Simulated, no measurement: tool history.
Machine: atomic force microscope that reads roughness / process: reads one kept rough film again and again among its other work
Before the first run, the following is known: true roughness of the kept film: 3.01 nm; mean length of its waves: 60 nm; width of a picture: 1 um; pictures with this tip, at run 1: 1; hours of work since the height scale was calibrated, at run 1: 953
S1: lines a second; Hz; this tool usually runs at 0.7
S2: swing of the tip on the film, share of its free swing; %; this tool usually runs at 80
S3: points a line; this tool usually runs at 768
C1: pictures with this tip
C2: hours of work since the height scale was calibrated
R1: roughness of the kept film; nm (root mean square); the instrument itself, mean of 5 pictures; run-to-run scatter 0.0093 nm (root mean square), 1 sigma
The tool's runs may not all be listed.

run     day     S1  S2   S3   C1    C2     R1
  1       0    0.7  80  768    1   953  2.796
  2   1.329    0.7  80  768   51   970  2.765
  3   2.983    0.7  80  545  113   992  2.745
  4   4.358    0.7  80  545  165  1010  2.711
  5   6.125    0.7  80  768  232  1034  2.668
  6   7.262    0.7  80  768  275  1049  2.649
      7.879  -- new tip fitted
  7   9.821    0.7  80  768   74  1082  2.778
  8  11.908    0.7  80  768  152  1110  2.724
  9  13.733    0.7  80  768  221  1134  2.685
     15.904  -- new tip fitted
 10  16.117  1.827  80  768    8  1165  2.549
 11  18.171    0.7  80  768   86  1192  2.773
 12  19.758    0.7  80  768  146  1213  2.728
 13  22.179  1.653  69  479  237  1245  2.622
     23.862  -- new tip fitted
 14  23.938  1.436  63  846    3  1268  2.856
 15  25.408  0.801  67  846   58  1287  2.866
 16  26.896   0.93  76  884  114  1307  2.761
 17  29.388    0.7  79  768  208  1340  2.717
 18  31.658  3.947  88  360  294  1370  1.826
     31.867  -- new tip fitted
 19  34.317  3.947  88  360   92  1404  1.892
     34.962  -- height scale calibrated on a step standard
 20  35.688  3.082  60  321  142    10  2.578
 21    38.1  3.082  60  779  233    41  2.554

Below are 3 alternative next runs, each starting from the tool's condition after run 21. Predict each:
     39.771  -- new tip fitted
  A  40.583   2.86  77  324  30  74   ?
     39.771  -- new tip fitted
  B  40.583  1.194  86  411  30  74   ?
     39.771  -- new tip fitted
  C  40.583  2.262  62  638  30  74   ?

run     R1
  A  2.359
  B  2.516
  C  2.705
Without the tool's hidden state the same runs would have given:
run     R1
  A  2.375
  B  2.534
  C  2.724

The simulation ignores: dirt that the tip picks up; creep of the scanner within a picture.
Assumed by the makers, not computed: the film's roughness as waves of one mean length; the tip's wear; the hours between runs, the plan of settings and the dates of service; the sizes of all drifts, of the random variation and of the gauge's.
